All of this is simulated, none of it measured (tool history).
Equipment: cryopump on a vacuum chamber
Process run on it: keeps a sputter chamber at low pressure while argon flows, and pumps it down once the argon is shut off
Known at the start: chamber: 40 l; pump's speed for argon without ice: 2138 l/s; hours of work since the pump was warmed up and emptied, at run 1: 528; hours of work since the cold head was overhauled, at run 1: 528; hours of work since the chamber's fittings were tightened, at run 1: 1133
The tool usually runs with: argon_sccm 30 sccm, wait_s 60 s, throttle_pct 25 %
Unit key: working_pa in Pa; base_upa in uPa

run     day  argon_sccm  wait_s  throttle_pct  hours of work since the pump was warmed up and emptied  hours of work since the cold head was overhauled  hours of work since the chamber's fittings were tightened  working_pa  base_upa
  1       0          30      60            25                                                     528                                               528                                                       1133      0.0967      1.91
  2     1.1          30      60            25                                                     545                                               545                                                       1150         0.1      2.02
  3   2.229          30      60            25                                                     563                                               563                                                       1167      0.0993         2
  4   2.892          27      60            25                                                     573                                               573                                                       1178      0.0924      1.94
  5   3.883          27      60            25                                                     589                                               589                                                       1193      0.0902      2.07
  6   4.658          30      60            25                                                     601                                               601                                                       1205      0.1013      1.99
  7   5.167          30      60            25                                                     609                                               609                                                       1213         0.1      2.09
  8   6.017          30      60            25                                                     622                                               622                                                       1227      0.1007      2.05
  9   6.562          30      60            25                                                     630                                               630                                                       1235         0.1      2.05
 10   7.212          30      60            25                                                     641                                               641                                                       1245      0.0997      2.12
 11   7.754          30      60            25                                                     649                                               649                                                       1254      0.1008       2.1
 12   8.338          30      60            25                                                     658                                               658                                                       1263      0.1008       2.1
 13   9.221          30      60            25                                                     672                                               672                                                       1277      0.1005      2.14
 14  10.262          14      60            25                                                     688                                               688                                                       1293       0.047      2.15
 15  11.042          14      60            25                                                     700                                               700                                                       1305      0.0473      2.09
 16  11.683          14      60            25                                                     710                                               710                                                       1315      0.0468      2.26
 17  12.396          21      60            25                                                     722                                               722                                                       1326      0.0707      2.19
 18  13.417          21      60            25                                                     737                                               737                                                       1342      0.0707      2.23
 19  13.933          20     224            25                                                     746                                               746                                                       1350      0.0674      1.45
 20   14.45          19      60            25                                                     754                                               754                                                       1358      0.0649      2.18
 21  15.367          22      30            25                                                     768                                               768                                                       1373      0.0748       3.2

Estimate the outcome of run 22 from the log above:
 22  16.517          16      38            18                                                     786                                               786                                                       1391           ?         ?

working_pa: 0.0738 Pa
base_upa: 2.83 uPa
Take away the tool's hidden state, keep the run-to-run variation as it was, and the same run would have given working_pa 0.07 Pa, base_upa 1.66 uPa.
